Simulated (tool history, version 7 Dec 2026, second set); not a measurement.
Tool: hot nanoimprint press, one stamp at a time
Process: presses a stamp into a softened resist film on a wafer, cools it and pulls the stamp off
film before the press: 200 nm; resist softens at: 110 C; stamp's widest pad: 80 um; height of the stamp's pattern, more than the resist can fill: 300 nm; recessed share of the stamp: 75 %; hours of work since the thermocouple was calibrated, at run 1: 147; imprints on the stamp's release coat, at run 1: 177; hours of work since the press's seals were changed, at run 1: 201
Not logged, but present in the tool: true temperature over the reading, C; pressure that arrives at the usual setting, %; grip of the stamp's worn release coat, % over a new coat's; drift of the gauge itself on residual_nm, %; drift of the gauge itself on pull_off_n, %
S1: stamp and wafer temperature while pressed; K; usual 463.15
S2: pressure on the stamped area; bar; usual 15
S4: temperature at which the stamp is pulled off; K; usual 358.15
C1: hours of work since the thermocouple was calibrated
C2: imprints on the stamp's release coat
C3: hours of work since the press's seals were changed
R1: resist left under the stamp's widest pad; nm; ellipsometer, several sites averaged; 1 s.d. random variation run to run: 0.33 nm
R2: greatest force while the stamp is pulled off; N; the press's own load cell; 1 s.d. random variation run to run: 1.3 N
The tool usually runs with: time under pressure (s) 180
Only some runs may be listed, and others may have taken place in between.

run 1 hour=0 | S1=463.15 S2=15 time_under_pressure_(s)=180 S4=358.15 | C1=147 C2=177 C3=201 | R1=95.8 R2=173
run 2 hour=38.8 | S1=463.15 S2=15 time_under_pressure_(s)=180 S4=358.15 | C1=170 C2=291 C3=223 | R1=96.1 R2=177
run 3 hour=80.2 | S1=463.15 S2=15 time_under_pressure_(s)=180 S4=358.15 | C1=194 C2=414 C3=248 | R1=95.8 R2=182
run 4 hour=127.2 | S1=463.15 S2=13.4 time_under_pressure_(s)=180 S4=358.15 | C1=221 C2=552 C3=275 | R1=100.3 R2=185
-- hour=146.5 stamp cleaned and given a new release coat
run 5 hour=169.7 | S1=463.15 S2=15 time_under_pressure_(s)=180 S4=358.15 | C1=243 C2=68 C3=297 | R1=95.6 R2=166
run 6 hour=205 | S1=463.15 S2=15 time_under_pressure_(s)=180 S4=358.15 | C1=264 C2=172 C3=317 | R1=95.2 R2=170
run 7 hour=230.9 | S1=463.15 S2=15 time_under_pressure_(s)=180 S4=358.15 | C1=279 C2=249 C3=332 | R1=94.9 R2=175
run 8 hour=268.1 | S1=463.15 S2=14 time_under_pressure_(s)=180 S4=358.15 | C1=300 C2=359 C3=354 | R1=97.5 R2=180
run 9 hour=308.8 | S1=463.15 S2=15 time_under_pressure_(s)=180 S4=358.15 | C1=324 C2=479 C3=378 | R1=94.8 R2=183
-- hour=351.6 stamp cleaned and given a new release coat
run 10 hour=367.4 | S1=463.15 S2=15 time_under_pressure_(s)=180 S4=358.15 | C1=355 C2=47 C3=409 | R1=94 R2=166
run 11 hour=391.7 | S1=463.15 S2=13.3 time_under_pressure_(s)=101 S4=358.15 | C1=369 C2=119 C3=423 | R1=120.7 R2=169
run 12 hour=423.3 | S1=452.15 S2=14.6 time_under_pressure_(s)=180 S4=350.15 | C1=388 C2=212 C3=442 | R1=131.6 R2=212
run 13 hour=463.9 | S1=473.15 S2=9.5 time_under_pressure_(s)=180 S4=344.15 | C1=412 C2=332 C3=465 | R1=86.7 R2=248
run 14 hour=508.3 | S1=468.15 S2=23.3 time_under_pressure_(s)=180 S4=344.15 | C1=438 C2=463 C3=491 | R1=65.5 R2=252
run 15 hour=542.6 | S1=463.15 S2=15 time_under_pressure_(s)=308 S4=358.15 | C1=458 C2=564 C3=511 | R1=76.1 R2=185
-- hour=555.6 stamp cleaned and given a new release coat
run 16 hour=600.1 | S1=451.15 S2=15 time_under_pressure_(s)=159 S4=348.15 | C1=488 C2=131 C3=542 | R1=137.5 R2=214
run 17 hour=641.8 | S1=451.15 S2=15 time_under_pressure_(s)=159 S4=348.15 | C1=512 C2=254 C3=566 | R1=136.7 R2=221

5 options for the next run, each taken on its own from the tool as it stands now. Forecast them:
-- hour=668.2 press's hydraulic seals changed and the load cell set to zero
run A hour=693 | S1=470.15 S2=23.9 time_under_pressure_(s)=159 S4=348.15 | C1=538 C2=382 C3=15 | R1=? R2=?
-- hour=668.2 press's hydraulic seals changed and the load cell set to zero
run B hour=693 | S1=463.15 S2=15 time_under_pressure_(s)=205 S4=358.15 | C1=538 C2=382 C3=15 | R1=? R2=?
-- hour=668.2 press's hydraulic seals changed and the load cell set to zero
run C hour=693 | S1=451.15 S2=15 time_under_pressure_(s)=180 S4=358.15 | C1=538 C2=382 C3=15 | R1=? R2=?
-- hour=668.2 press's hydraulic seals changed and the load cell set to zero
run D hour=693 | S1=460.15 S2=15 time_under_pressure_(s)=180 S4=358.15 | C1=538 C2=382 C3=15 | R1=? R2=?
-- hour=668.2 press's hydraulic seals changed and the load cell set to zero
run E hour=693 | S1=475.15 S2=23.3 time_under_pressure_(s)=116 S4=358.15 | C1=538 C2=382 C3=15 | R1=? R2=?

run=A R1=62.6 R2=227
run=B R1=88.1 R2=175
run=C R1=131.2 R2=177
run=D R1=101.2 R2=176
run=E R1=62.2 R2=176
With no hidden state in the tool, these same runs would have given:
run=A R1=66.3 R2=217
run=B R1=93.2 R2=169
run=C R1=137.7 R2=171
run=D R1=106.9 R2=170
run=E R1=65.6 R2=170
